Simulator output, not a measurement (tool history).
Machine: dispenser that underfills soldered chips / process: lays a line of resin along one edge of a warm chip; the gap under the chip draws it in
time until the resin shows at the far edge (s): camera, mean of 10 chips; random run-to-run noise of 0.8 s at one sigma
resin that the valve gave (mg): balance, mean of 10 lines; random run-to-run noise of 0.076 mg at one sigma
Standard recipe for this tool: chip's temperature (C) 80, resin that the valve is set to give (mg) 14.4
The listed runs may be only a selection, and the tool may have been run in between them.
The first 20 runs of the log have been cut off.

run   hour  chip's temperature (C)  resin that the valve is set to give (mg)  time until the resin shows at the far edge (s)  resin that the valve gave (mg)
 21   66.1                      74                                      15.8                                           123.3                           15.40
 22   68.9                      92                                      15.8                                            63.0                           15.30
      71.0  -- new syringe of resin
 23   73.7                      79                                      15.8                                            83.7                           15.34
 24   76.8                      79                                      15.8                                            90.7                           15.39
 25   79.5                      72                                      12.7                                           133.2                           12.36
 26   82.3                      82                                      16.5                                            91.8                           15.96
      84.4  -- new syringe of resin
 27   85.4                      65                                      16.5                                           152.6                           15.90
 28   87.8                      68                                      15.0                                           140.9                           14.51
 29   92.3                      83                                      15.0                                            82.5                           14.36
 30   96.0                      92                                      17.0                                            65.7                           16.54
      97.6  -- new syringe of resin
 31  100.9                      93                                      14.1                                            51.1                           13.40
 32  105.4                      93                                      14.1                                            56.9                           13.61
 33  109.4                      93                                      13.0                                            65.2                           12.44
     111.0  -- new syringe of resin
 34  113.3                      88                                      17.0                                            61.4                           16.29
 35  115.6                      88                                      17.0                                            64.8                           16.34

What if the next run were any one of these 5? Each begins from the tool's condition after run 35:
  A  119.2                      82                                      14.2                                               ?                               ?
  B  119.2                      83                                      16.6                                               ?                               ?
  C  119.2                      84                                      15.4                                               ?                               ?
  D  119.2                      76                                      17.0                                               ?                               ?
  E  119.2                      81                                      17.7                                               ?                               ?

run  time until the resin shows at the far edge (s)  resin that the valve gave (mg)
  A                                            92.1                           13.63
  B                                            84.8                           15.91
  C                                            83.5                           14.75
  D                                           116.1                           16.19
  E                                            94.2                           16.94
Had the tool no hidden state, the same runs would have come out as:
run  time until the resin shows at the far edge (s)  resin that the valve gave (mg)
  A                                            70.0                           14.24
  B                                            64.5                           16.63
  C                                            63.5                           15.41
  D                                            88.2                           16.92
  E                                            71.8                           17.71
